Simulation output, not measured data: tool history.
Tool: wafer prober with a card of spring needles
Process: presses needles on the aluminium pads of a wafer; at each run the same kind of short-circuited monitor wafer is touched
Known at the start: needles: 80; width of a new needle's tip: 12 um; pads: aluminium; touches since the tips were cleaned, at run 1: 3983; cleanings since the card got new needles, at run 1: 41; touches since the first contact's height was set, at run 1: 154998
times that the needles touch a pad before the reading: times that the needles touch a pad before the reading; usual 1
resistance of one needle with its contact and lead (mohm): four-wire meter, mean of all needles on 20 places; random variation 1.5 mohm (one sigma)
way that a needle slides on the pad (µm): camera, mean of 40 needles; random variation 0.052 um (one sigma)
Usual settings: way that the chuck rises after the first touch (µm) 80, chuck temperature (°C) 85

run	hour	way that the chuck rises after the first touch (µm)	chuck temperature (°C)	times that the needles touch a pad before the reading	touches since the tips were cleaned	cleanings since the card got new needles	touches since the first contact's height was set	resistance of one needle with its contact and lead (mohm)	way that a needle slides on the pad (µm)
1	0.0	80	85	1	3983	41	154998	163	21.43
# hour 1.7: height of the first contact set anew
# hour 5.6: tips cleaned on abrasive film
# hour 19.8: tips cleaned on abrasive film
2	20.1	80	85	1	157	43	8556	152	22.01
3	31.1	80	91	1	5319	43	13718	174	22.01
# hour 33.7: tips cleaned on abrasive film
# hour 47.9: tips cleaned on abrasive film
4	51.5	80	91	1	1720	45	23227	160	22.06
5	61.1	80	91	1	6192	45	27699	174	21.97
# hour 62.7: tips cleaned on abrasive film
# hour 77.2: tips cleaned on abrasive film
6	81.0	80	91	1	1819	47	37002	158	21.96
# hour 91.2: tips cleaned on abrasive film
7	101.9	80	91	1	5031	48	46740	170	21.78
# hour 105.8: tips cleaned on abrasive film
8	115.8	98	85	1	4720	49	53245	159	26.83
# hour 119.7: tips cleaned on abrasive film
# hour 124.5: tips cleaned on abrasive film, once more
9	125.2	98	85	1	352	51	57580	145	26.80
# hour 138.7: tips cleaned on abrasive film
10	141.4	80	27	1	1255	52	65131	147	21.72
# hour 153.1: tips cleaned on abrasive film
11	161.8	80	92	1	4058	53	74654	169	21.71
# hour 166.9: tips cleaned on abrasive film
12	179.0	80	92	1	5666	54	82704	176	21.69
# hour 182.2: tips cleaned on abrasive film
# hour 195.9: tips cleaned on abrasive film
13	196.4	80	85	1	209	56	90762	151	21.59
# hour 211.5: tips cleaned on abrasive film
14	214.4	80	85	1	1365	57	99206	157	21.56
# hour 225.8: tips cleaned on abrasive film
15	229.4	75	85	1	1710	58	106218	162	20.13
# hour 240.8: tips cleaned on abrasive film
16	245.0	80	85	2	1978	59	113463	154	21.57
# hour 256.1: tips cleaned on abrasive film
17	261.9	97	54	1	2703	60	121359	155	26.23
# hour 269.9: tips cleaned on abrasive film
18	278.9	84	87	2	4217	61	129303	163	22.50
# hour 283.7: tips cleaned on abrasive film
# hour 297.5: tips cleaned on abrasive film
19	297.5	98	85	1	0	63	137951	147	26.29
# hour 311.3: tips cleaned on abrasive film
20	312.4	99	85	3	512	64	144914	144	26.64
# hour 325.6: tips cleaned on abrasive film
21	330.4	99	39	2	2248	65	153310	142	26.59
# hour 337.0: height of the first contact set anew
# hour 340.0: tips cleaned on abrasive film
22	345.0	84	37	1	2345	66	3714	154	23.01
# hour 354.1: tips cleaned on abrasive film
23	362.9	87	89	3	4136	67	12117	154	23.81
# hour 368.1: tips cleaned on abrasive film
24	379.0	91	88	1	5140	68	19612	169	24.90
# hour 381.9: tips cleaned on abrasive film
25	393.4	97	58	2	5391	69	26339	152	26.57
# hour 396.6: tips cleaned on abrasive film
# hour 411.0: tips cleaned on abrasive film
26	414.4	80	63	1	1608	71	36120	158	21.89
# hour 425.1: tips cleaned on abrasive film
27	426.4	80	69	2	644	72	41719	150	21.87
28	436.4	80	69	2	5336	72	46411	161	21.78
# hour 439.1: tips cleaned on abrasive film
# hour 452.9: tips cleaned on abrasive film
29	453.1	80	69	2	105	74	54158	147	21.74
# hour 466.5: tips cleaned on abrasive film
30	473.5	60	85	3	3267	75	63682	163	16.20
# hour 481.5: tips cleaned on abrasive film
31	488.0	62	26	2	3033	76	70439	158	16.71
# hour 496.1: tips cleaned on abrasive film
32	505.9	93	28	1	4626	77	78834	155	25.27

Hidden state or all else? Some run-to-run changes of resistance of one needle with its contact and lead (mohm), split into what the settings, what came in and random variation would give without the hidden state, and what is left for the hidden state (with any gauge scatter that isn't in both results):
The hidden state here: debris on the tips, nm; way that the needles fall short of the set height, um; tips' diameter, um; drift of the gauge itself on contact_mohm, %; drift of the gauge itself on scrub_um, %.
Run 2 -> 3: chuck temperature (°C) 85 -> 91. resistance of one needle with its contact and lead (mohm) +22: hidden state +21, all else +1.
Run 5 -> 6: tips cleaned on abrasive film, tips cleaned on abrasive film. resistance of one needle with its contact and lead (mohm) -16: hidden state -16, all else +0.
Run 10 -> 11: chuck temperature (°C) 27 -> 92, tips cleaned on abrasive film. resistance of one needle with its contact and lead (mohm) +22: hidden state +11, all else +11.
Run 12 -> 13: chuck temperature (°C) 92 -> 85, tips cleaned on abrasive film, tips cleaned on abrasive film. resistance of one needle with its contact and lead (mohm) -25: hidden state -22, all else -3.
